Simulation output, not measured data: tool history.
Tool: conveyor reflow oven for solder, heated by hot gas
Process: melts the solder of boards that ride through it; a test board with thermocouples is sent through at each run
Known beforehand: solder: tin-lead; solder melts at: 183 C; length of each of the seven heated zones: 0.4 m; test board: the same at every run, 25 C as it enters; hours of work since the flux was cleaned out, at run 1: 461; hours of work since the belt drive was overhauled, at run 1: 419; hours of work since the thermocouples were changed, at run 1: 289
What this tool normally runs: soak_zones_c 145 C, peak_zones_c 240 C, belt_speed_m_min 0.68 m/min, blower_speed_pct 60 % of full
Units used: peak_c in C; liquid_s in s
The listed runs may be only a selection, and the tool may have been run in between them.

run,hour,soak_zones_c,peak_zones_c,belt_speed_m_min,blower_speed_pct,hours of work since the flux was cleaned out,hours of work since the belt drive was overhauled,hours of work since the thermocouples were changed,peak_c,liquid_s
1,0,145,240,0.68,60,461,419,289,220.66,57.43
# hour 33.8: flux residue cleaned out of gas plates and filters
2,37.4,145,240,0.68,66,2,439,309,224.42,60.36
3,75.4,145,240,0.654,66,26,463,333,225.79,63.52
4,110.8,145,240,0.68,60,48,485,355,223.3,59.5
5,147.1,145,240,0.68,60,71,508,377,223.32,59.32
6,180.7,145,240,0.68,60,92,529,398,223,59.46
7,215.9,145,240,0.68,60,114,551,420,223.14,59.36
8,245.6,145,240,0.68,60,132,569,439,223.07,59.23
9,262.3,145,240,0.68,60,143,580,449,222.98,59.35
10,288.6,145,240,0.68,60,159,596,466,222.76,59.41
11,315.8,145,240,0.68,60,176,613,483,222.9,59.19
12,336.7,145,240,0.68,60,189,626,496,222.85,59.28
13,364.2,145,240,0.68,60,206,643,513,222.55,59.24
14,386.7,145,240,0.68,60,220,657,527,222.61,59.22
15,411.7,145,240,0.68,60,236,673,543,222.51,59.17
16,439.1,149,240,0.68,60,253,690,560,223.24,61.31
17,459.9,149,240,0.68,60,266,703,573,223.22,61.09
18,497.8,131,240,0.768,60,290,727,597,214.54,42.55
19,529,145,242,0.68,82,309,746,616,227.18,62.26
20,567,135,254,0.68,79,333,770,640,235.51,63.15
21,591.4,142,230,0.634,63,348,785,655,215.73,57.94
22,617.7,149,240,0.595,72,365,802,671,228.58,73.74
23,636.4,149,250,0.595,72,376,813,683,237.5,78.27
24,653.2,149,250,0.595,72,387,824,694,237.32,78.42
25,690.5,135,250,0.62,51,410,847,717,230.18,66.67
26,714.8,145,231,0.552,60,425,862,732,220.1,72.71

Expected results for the next run?
27,746.6,155,240,0.68,60,445,882,752,?,?

{"run 27": {"peak_c": 223.76, "liquid_s": 64.17}}
The same run, on a tool lacking any hidden state, would have yielded peak_c 224.83 C, liquid_s 63.84 s.
